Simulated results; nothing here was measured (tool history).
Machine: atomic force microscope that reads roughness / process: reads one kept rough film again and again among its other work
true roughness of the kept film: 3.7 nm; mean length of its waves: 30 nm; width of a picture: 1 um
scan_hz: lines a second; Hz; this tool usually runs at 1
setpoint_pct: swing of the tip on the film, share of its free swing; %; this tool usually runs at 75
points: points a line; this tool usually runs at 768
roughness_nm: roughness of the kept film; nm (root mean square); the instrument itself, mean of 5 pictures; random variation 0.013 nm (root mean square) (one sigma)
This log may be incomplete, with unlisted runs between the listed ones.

Run 1, day 0: usual settings. Result: roughness_nm 2.811 nm (root mean square).
Run 2, day 0.758: usual settings. Result: roughness_nm 2.753 nm (root mean square).
Run 3, day 1.612: usual settings. Result: roughness_nm 2.695 nm (root mean square).
Run 4, day 2.121: usual settings. Result: roughness_nm 3.138 nm (root mean square).
Run 5, day 3.092: usual settings but setpoint_pct 89 %. Result: roughness_nm 2.813 nm (root mean square).
Run 6, day 4.088: usual settings but scan_hz 2.77 Hz. Result: roughness_nm 2.602 nm (root mean square).
Run 7, day 4.983: usual settings but points 868. Result: roughness_nm 2.917 nm (root mean square).
Run 8, day 5.85: usual settings but points 868. Result: roughness_nm 2.828 nm (root mean square).
Run 9, day 6.608: usual settings. Result: roughness_nm 2.804 nm (root mean square).
Run 10, day 7.521: usual settings but scan_hz 1.79 Hz. Result: roughness_nm 2.591 nm (root mean square).
Run 11, day 8.4: usual settings but scan_hz 1.79 Hz. Result: roughness_nm 2.955 nm (root mean square).
Run 12, day 9.15: usual settings. Result: roughness_nm 3.074 nm (root mean square).
Run 13, day 9.804: usual settings but points 657. Result: roughness_nm 2.997 nm (root mean square).
Run 14, day 10.696: usual settings. Result: roughness_nm 2.946 nm (root mean square).
Run 15, day 11.55: usual settings but scan_hz 0.51 Hz. Result: roughness_nm 2.997 nm (root mean square).
Run 16, day 12.117: usual settings but scan_hz 0.94 Hz, points 307. Result: roughness_nm 2.847 nm (root mean square).
Run 17, day 13.146: usual settings but scan_hz 0.76 Hz, setpoint_pct 57 %, points 530. Result: roughness_nm 2.944 nm (root mean square).
Run 18, day 13.583: usual settings but scan_hz 2.35 Hz, setpoint_pct 62 %, points 530. Result: roughness_nm 2.715 nm (root mean square).
Run 19, day 14.212: usual settings but scan_hz 2.35 Hz, setpoint_pct 62 %, points 530. Result: roughness_nm 2.707 nm (root mean square).
Run 20, day 14.946: usual settings but scan_hz 1.91 Hz, points 273. Result: roughness_nm 2.883 nm (root mean square).
Run 21, day 15.467: usual settings but scan_hz 0.89 Hz, points 336. Result: roughness_nm 3.057 nm (root mean square).
Run 22, day 16.188: usual settings but scan_hz 2.75 Hz, setpoint_pct 82 %, points 336. Result: roughness_nm 2.414 nm (root mean square).
Run 23, day 16.671: usual settings but scan_hz 1.38 Hz, points 909. Result: roughness_nm 2.891 nm (root mean square).
Run 24, day 17.642: usual settings but scan_hz 3.1 Hz, points 909. Result: roughness_nm 2.527 nm (root mean square).
Run 25, day 18.462: usual settings but scan_hz 1.11 Hz, setpoint_pct 85 %, points 909. Result: roughness_nm 2.671 nm (root mean square).
Run 26, day 18.917: usual settings but scan_hz 0.62 Hz, setpoint_pct 89 %. Result: roughness_nm 2.759 nm (root mean square).
Run 27, day 19.892: usual settings but scan_hz 1.6 Hz, points 580. Result: roughness_nm 2.626 nm (root mean square).
Run 28, day 20.371: usual settings but setpoint_pct 68 %. Result: roughness_nm 2.807 nm (root mean square).
Run 29, day 21.304: usual settings but points 297. Result: roughness_nm 3.074 nm (root mean square).
Run 30, day 22.117: usual settings but scan_hz 0.58 Hz, setpoint_pct 85 %, points 496. Result: roughness_nm 3.058 nm (root mean square).

Taken out of this log: 6 entries between the listed runs. Where each belongs, and how the hidden state differs across it:
Run 3 -> run 4: new tip fitted (day 2.025)
  radius of the tip, nm: 16 -> 5.3
  the result without the hidden state subtracted from the measured one, roughness_nm: -0.438 -> -0.012 nm (root mean square)
Run 10 -> run 11: new tip fitted (day 8.35)
  radius of the tip, nm: 15.1 -> 5.3
  the result without the hidden state subtracted from the measured one, roughness_nm: -0.386 -> -0.011 nm (root mean square)
Run 11 -> run 12: height scale calibrated on a step standard (day 8.492)
  radius of the tip, nm: 5.3 -> 6.6; height scale over the true one, %: 0.15 -> 0.23
  the result without the hidden state subtracted from the measured one, roughness_nm: -0.011 -> -0.065 nm (root mean square)
Run 13 -> run 14: height scale calibrated on a step standard, once more (day 10.538)
  radius of the tip, nm: 7.8 -> 9.3; height scale over the true one, %: 0.23 -> 0.01
  the result without the hidden state subtracted from the measured one, roughness_nm: -0.117 -> -0.188 nm (root mean square)
Run 19 -> run 20: new tip fitted (day 14.788)
  radius of the tip, nm: 15.8 -> 5.5
  the result without the hidden state subtracted from the measured one, roughness_nm: -0.436 -> -0.019 nm (root mean square)
Run 28 -> run 29: new tip fitted (day 21.1)
  radius of the tip, nm: 14.9 -> 5.5; height scale over the true one, %: 0.08 -> 0.09
  the result without the hidden state subtracted from the measured one, roughness_nm: -0.416 -> -0.022 nm (root mean square)
